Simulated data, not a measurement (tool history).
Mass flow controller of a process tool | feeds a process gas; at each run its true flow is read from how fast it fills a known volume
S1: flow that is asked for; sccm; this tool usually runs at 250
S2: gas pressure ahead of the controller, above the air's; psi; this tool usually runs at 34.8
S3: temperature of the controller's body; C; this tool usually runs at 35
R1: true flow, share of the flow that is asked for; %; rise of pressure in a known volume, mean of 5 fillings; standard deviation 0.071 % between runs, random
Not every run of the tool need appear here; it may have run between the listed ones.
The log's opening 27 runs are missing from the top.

run    hour   S1    S2  S3      R1
 28  1699.8   53  28.1  23   97.22
 29  1775.1   53  28.4  30   97.91
 30  1840.7   62  35.8  24   97.77
 31  1906.8  269  22.8  35   99.13
 32  1973.8  126  30.9  35   98.88
 33    2036  126  30.9  35   98.77
 34    2090  126  30.9  35   98.85
 35  2181.7  286  33.4  32   99.73
 36  2234.8   61  21.2  34   97.55
 37  2283.1  315  27.4  37  100.13

Run 38 is up next; what results do you expect?
 38  2376.6  315  27.4  37   ?

{"run 38": {"R1": 99.94}}
If the tool had no hidden condition, the same run with the same run-to-run variation would have returned R1 99.81 %.
